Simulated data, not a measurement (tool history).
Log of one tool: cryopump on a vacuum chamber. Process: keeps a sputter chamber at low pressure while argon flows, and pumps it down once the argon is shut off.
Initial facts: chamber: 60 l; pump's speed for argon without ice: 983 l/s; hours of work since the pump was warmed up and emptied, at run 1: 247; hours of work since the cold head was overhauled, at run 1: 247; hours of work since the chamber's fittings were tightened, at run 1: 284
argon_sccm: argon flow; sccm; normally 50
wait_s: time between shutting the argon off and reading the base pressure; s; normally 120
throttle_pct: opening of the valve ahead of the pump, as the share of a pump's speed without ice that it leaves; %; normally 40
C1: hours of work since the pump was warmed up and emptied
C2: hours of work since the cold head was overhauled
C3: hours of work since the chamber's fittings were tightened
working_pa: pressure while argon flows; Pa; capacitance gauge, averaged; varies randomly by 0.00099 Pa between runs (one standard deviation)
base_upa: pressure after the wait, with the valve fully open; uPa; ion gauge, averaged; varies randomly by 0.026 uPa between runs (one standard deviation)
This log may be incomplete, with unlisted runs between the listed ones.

Run 1, hour 0: usual settings; C1 247; C2 247; C3 284. Result: working_pa 0.2259 Pa, base_upa 1.33 uPa.
Run 2, hour 17.3: usual settings; C1 258; C2 258; C3 294. Result: working_pa 0.2265 Pa, base_upa 1.33 uPa.
Run 3, hour 39: usual settings; C1 271; C2 271; C3 307. Result: working_pa 0.228 Pa, base_upa 1.36 uPa.
Run 4, hour 52.1: usual settings; C1 279; C2 279; C3 315. Result: working_pa 0.2283 Pa, base_upa 1.35 uPa.
Run 5, hour 69: usual settings; C1 289; C2 289; C3 325. Result: working_pa 0.2281 Pa, base_upa 1.39 uPa.
Run 6, hour 85.2: usual settings; C1 298; C2 298; C3 335. Result: working_pa 0.2296 Pa, base_upa 1.37 uPa.
Run 7, hour 100.5: usual settings; C1 308; C2 308; C3 344. Result: working_pa 0.2313 Pa, base_upa 1.35 uPa.
Run 8, hour 121.4: usual settings; C1 320; C2 320; C3 357. Result: working_pa 0.2294 Pa, base_upa 1.44 uPa.
Run 9, hour 138.7: usual settings; C1 331; C2 331; C3 367. Result: working_pa 0.2308 Pa, base_upa 1.43 uPa.
Run 10, hour 159.2: usual settings; C1 343; C2 343; C3 380. Result: working_pa 0.2324 Pa, base_upa 1.46 uPa.
Run 11, hour 180.8: usual settings; C1 356; C2 356; C3 393. Result: working_pa 0.2311 Pa, base_upa 1.43 uPa.
Run 12, hour 200.1: usual settings but argon_sccm 86 sccm; C1 367; C2 367; C3 404. Result: working_pa 0.3979 Pa, base_upa 1.43 uPa.
Run 13, hour 210.8: usual settings but argon_sccm 86 sccm; C1 374; C2 374; C3 411. Result: working_pa 0.4029 Pa, base_upa 1.41 uPa.
Run 14, hour 228.2: usual settings but argon_sccm 86 sccm; C1 384; C2 384; C3 421. Result: working_pa 0.4044 Pa, base_upa 1.49 uPa.
Run 15, hour 248.8: usual settings; C1 397; C2 397; C3 433. Result: working_pa 0.235 Pa, base_upa 1.51 uPa.
Run 16, hour 260.1: usual settings; C1 403; C2 403; C3 440. Result: working_pa 0.2358 Pa, base_upa 1.5 uPa.
Run 17, hour 269.9: usual settings; C1 409; C2 409; C3 446. Result: working_pa 0.2352 Pa, base_upa 1.52 uPa.
Run 18, hour 286.1: usual settings but argon_sccm 44 sccm, wait_s 206 s, throttle_pct 26 %; C1 419; C2 419; C3 456. Result: working_pa 0.3087 Pa, base_upa 1.24 uPa.
Run 19, hour 298.9: usual settings but argon_sccm 32 sccm, wait_s 86 s, throttle_pct 33 %; C1 427; C2 427; C3 463. Result: working_pa 0.1791 Pa, base_upa 1.82 uPa.
Run 20, hour 321.2: usual settings but argon_sccm 34 sccm, wait_s 59 s, throttle_pct 21 %; C1 440; C2 440; C3 477. Result: working_pa 0.293 Pa, base_upa 2.29 uPa.
Run 21, hour 334.7: usual settings but wait_s 106 s, throttle_pct 25 %; C1 448; C2 448; C3 485. Result: working_pa 0.3657 Pa, base_upa 1.69 uPa.
Run 22, hour 349.5: usual settings but wait_s 106 s, throttle_pct 25 %; C1 457; C2 457; C3 494. Result: working_pa 0.3678 Pa, base_upa 1.67 uPa.
Run 23, hour 370.7: usual settings but wait_s 106 s, throttle_pct 25 %; C1 470; C2 470; C3 507. Result: working_pa 0.3642 Pa, base_upa 1.66 uPa.
Run 24, hour 382.9: usual settings but wait_s 106 s, throttle_pct 25 %; C1 477; C2 477; C3 514. Result: working_pa 0.3667 Pa, base_upa 1.65 uPa.
Run 25, hour 394.2: usual settings but wait_s 106 s, throttle_pct 27 %; C1 484; C2 484; C3 521. Result: working_pa 0.3426 Pa, base_upa 1.64 uPa.
Run 26, hour 408.5: usual settings but throttle_pct 48 %; C1 492; C2 492; C3 529. Result: working_pa 0.204 Pa, base_upa 1.6 uPa.
Run 27, hour 430.4: usual settings but throttle_pct 48 %; C1 506; C2 506; C3 542. Result: working_pa 0.2054 Pa, base_upa 1.66 uPa.
Run 28, hour 449.9: usual settings but argon_sccm 71 sccm, wait_s 26 s, throttle_pct 48 %; C1 517; C2 517; C3 554. Result: working_pa 0.2937 Pa, base_upa 4.36 uPa.
At hour 465.9: pump warmed up, emptied and cooled again.
Run 29, hour 470.3: usual settings but argon_sccm 71 sccm, wait_s 26 s, throttle_pct 48 %; C1 3; C2 527; C3 563. Result: working_pa 0.2571 Pa, base_upa 4.19 uPa.
Run 30, hour 492.7: usual settings but argon_sccm 71 sccm, wait_s 26 s, throttle_pct 48 %; C1 16; C2 540; C3 577. Result: working_pa 0.2573 Pa, base_upa 4.15 uPa.
Run 31, hour 510.6: usual settings but wait_s 205 s; C1 27; C2 551; C3 588. Result: working_pa 0.2167 Pa, base_upa 1.15 uPa.
Run 32, hour 529.1: usual settings but argon_sccm 29 sccm, wait_s 283 s; C1 38; C2 562; C3 599. Result: working_pa 0.1277 Pa, base_upa 1 uPa.
Run 33, hour 546: usual settings but argon_sccm 58 sccm, wait_s 132 s, throttle_pct 30 %; C1 48; C2 572; C3 609. Result: working_pa 0.3369 Pa, base_upa 1.45 uPa.
Run 34, hour 556.6: usual settings but argon_sccm 26 sccm, wait_s 217 s, throttle_pct 36 %; C1 54; C2 578; C3 615. Result: working_pa 0.1259 Pa, base_upa 1.07 uPa.

Hidden state or all else? Some run-to-run changes of working_pa, split into what the settings, what came in and random variation would give without the hidden state, and what is left for the hidden state (with any gauge scatter that isn't in both results):
Hidden state at play: pump's speed, % of a pump's without ice; cold plate's temperature, K; leak into the chamber, uPa l/s; drift of the gauge itself on working_pa, %; drift of the gauge itself on base_upa, %.
Run 11 -> 12: argon_sccm 50 -> 86. working_pa +0.1668 Pa: hidden state +0.0135, all else +0.1533.
Run 14 -> 15: argon_sccm 86 -> 50. working_pa -0.1694 Pa: hidden state -0.0132, all else -0.1562.
Run 28 -> 29: pump warmed up, emptied and cooled again. working_pa -0.0366 Pa: hidden state -0.0361, all else -0.0005.
Run 32 -> 33: argon_sccm 29 -> 58, wait_s 283 -> 132, throttle_pct 40 -> 30. working_pa +0.2092 Pa: hidden state +0.0021, all else +0.2071.
Run 33 -> 34: argon_sccm 58 -> 26, wait_s 132 -> 217, throttle_pct 30 -> 36. working_pa -0.211 Pa: hidden state -0.0019, all else -0.2091.
